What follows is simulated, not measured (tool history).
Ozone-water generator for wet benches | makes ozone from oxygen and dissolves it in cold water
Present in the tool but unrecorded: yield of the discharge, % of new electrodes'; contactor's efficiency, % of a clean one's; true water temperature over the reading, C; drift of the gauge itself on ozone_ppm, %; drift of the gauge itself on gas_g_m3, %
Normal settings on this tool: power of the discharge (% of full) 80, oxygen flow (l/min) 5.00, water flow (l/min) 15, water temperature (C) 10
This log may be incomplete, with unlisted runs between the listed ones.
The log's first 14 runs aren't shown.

run	hour	power of the discharge (% of full)	oxygen flow (l/min)	water flow (l/min)	water temperature (C)	hours of work since the electrodes were changed	hours of work since the contactor was cleaned	hours of work since the thermometer was calibrated	dissolved ozone (ppm)	ozone in the gas ahead of the water (g/m3)
15	2150.7	80	5.00	15	10	3341	1820	5383	30.4	197.8
16	2270.2	80	5.00	15	10	3445	1924	5487	30.2	198.1
17	2455.1	80	3.02	15	10	3606	2086	5649	27.9	247.3
18	2579.1	80	3.02	15	10	3715	2194	5757	27.6	250.1
# hour 2729.0: water thermometer calibrated
19	2735.2	49	2.84	24	18	3851	2330	5	12.2	198.6
20	2880.0	80	5.00	13	10	3977	2456	132	34.2	202.5
21	3030.5	80	5.00	15	12	4109	2588	263	29.6	200.1
22	3168.2	80	5.00	17	10	4229	2708	384	27.0	200.6
23	3328.8	80	5.00	17	10	4369	2848	524	27.4	199.4
24	3418.8	80	5.00	17	10	4448	2927	603	27.6	201.7
25	3610.9	52	5.00	13	10	4616	3095	770	27.3	161.2
26	3778.3	81	5.00	13	14	4762	3241	917	31.9	202.1
27	3988.0	82	2.67	15	12	4945	3424	1100	26.5	269.6
28	4174.5	80	5.00	19	10	5108	3587	1263	24.5	200.9
29	4263.8	66	3.10	15	10	5186	3665	1341	25.3	224.3
30	4450.9	59	6.06	21	6	5349	3828	1504	21.1	157.5
31	4644.7	63	5.72	15	10	5519	3998	1673	27.3	169.7
32	4815.3	54	8.98	12	10	5668	4147	1822	29.5	127.9

5 ways to go on from here, each from the tool as it stands after run 32. What would each give?
A	4913.0	56	8.98	12	10	5753	4232	1908	?	?
B	4913.0	54	8.98	20	18	5753	4232	1908	?	?
C	4913.0	71	3.07	19	10	5753	4232	1908	?	?
D	4913.0	48	8.98	18	10	5753	4232	1908	?	?
E	4913.0	54	8.98	20	6	5753	4232	1908	?	?

run	dissolved ozone (ppm)	ozone in the gas ahead of the water (g/m3)
A	29.8	131.5
B	17.4	128.1
C	20.6	235.7
D	20.9	120.9
E	21.8	129.1
Had the tool no hidden state, the same runs would have come out as:
run	dissolved ozone (ppm)	ozone in the gas ahead of the water (g/m3)
A	29.9	128.1
B	17.4	124.8
C	20.7	229.6
D	20.9	117.7
E	21.9	125.7
